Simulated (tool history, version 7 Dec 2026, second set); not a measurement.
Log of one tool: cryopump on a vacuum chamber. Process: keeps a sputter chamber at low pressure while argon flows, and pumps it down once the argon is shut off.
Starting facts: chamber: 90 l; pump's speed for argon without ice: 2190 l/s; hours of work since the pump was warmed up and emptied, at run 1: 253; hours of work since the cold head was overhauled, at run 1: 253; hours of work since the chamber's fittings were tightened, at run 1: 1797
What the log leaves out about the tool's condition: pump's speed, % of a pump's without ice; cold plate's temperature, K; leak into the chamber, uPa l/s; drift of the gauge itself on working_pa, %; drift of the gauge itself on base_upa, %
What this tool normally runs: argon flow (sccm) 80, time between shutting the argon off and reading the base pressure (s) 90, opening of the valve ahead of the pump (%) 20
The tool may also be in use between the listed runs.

run,hour,argon flow (sccm),time between shutting the argon off and reading the base pressure (s),opening of the valve ahead of the pump (%),hours of work since the pump was warmed up and emptied,hours of work since the cold head was overhauled,hours of work since the chamber's fittings were tightened,pressure while argon flows (Pa),pressure after the wait (uPa)
1,0,80,90,20,253,253,1797,0.3179,2.34
2,52.1,80,90,20,279,279,1823,0.3165,2.4
3,105.7,80,90,20,305,305,1849,0.3199,2.5
4,143,80,90,20,324,324,1867,0.3222,2.55
5,193.9,47,90,20,349,349,1893,0.1892,2.53
6,250.2,47,90,20,377,377,1920,0.1895,2.61
7,286.4,80,90,20,395,395,1938,0.3238,2.55
8,322.2,80,90,20,412,412,1956,0.3241,2.67
9,356.8,80,90,20,429,429,1973,0.3241,2.69
# hour 375.1: pump warmed up, emptied and cooled again
10,410.6,80,90,20,18,453,1997,0.3102,2.28
11,458.8,80,198,20,41,477,2021,0.3103,2.11
12,514.4,80,198,20,69,505,2048,0.3124,2.17
13,552.1,48,90,20,87,523,2067,0.1882,2.45
14,593.4,48,90,20,108,544,2087,0.1881,2.36
# hour 620.5: leaking fittings of the chamber tightened, without venting
15,642.2,80,266,20,131,567,11,0.3122,0.32
16,672.5,80,69,20,146,582,26,0.3139,0.75
17,717.7,80,69,20,168,604,48,0.3158,0.79
18,775,80,69,20,196,632,76,0.3191,0.82
19,825.3,80,69,20,221,657,101,0.3185,0.81
20,857.5,80,69,20,237,673,117,0.3173,0.86
21,884,85,69,30,250,686,130,0.2282,0.85
22,944,138,69,26,280,716,160,0.427,0.83
23,1007.5,34,294,26,311,747,191,0.1053,0.48
24,1044.9,61,89,48,330,766,210,0.1076,0.84
25,1083.1,42,90,16,348,784,228,0.2097,0.83
26,1137.9,145,250,18,376,811,255,0.6475,0.57

Forecast each of these 5 alternatives for the next run:
A,1169.8,80,218,20,391,827,271,?,?
B,1169.8,80,90,35,391,827,271,?,?
C,1169.8,123,90,18,391,827,271,?,?
D,1169.8,139,168,18,391,827,271,?,?
E,1169.8,80,90,19,391,827,271,?,?

run,pressure while argon flows (Pa),pressure after the wait (uPa)
A,0.3245,0.61
B,0.1922,0.89
C,0.547,0.9
D,0.6242,0.74
E,0.3393,0.86
With the hidden condition removed and each run's random variation left untouched, the same runs would have given:
run,pressure while argon flows (Pa),pressure after the wait (uPa)
A,0.3096,0.3
B,0.1772,0.58
C,0.5243,0.59
D,0.5982,0.41
E,0.3244,0.55
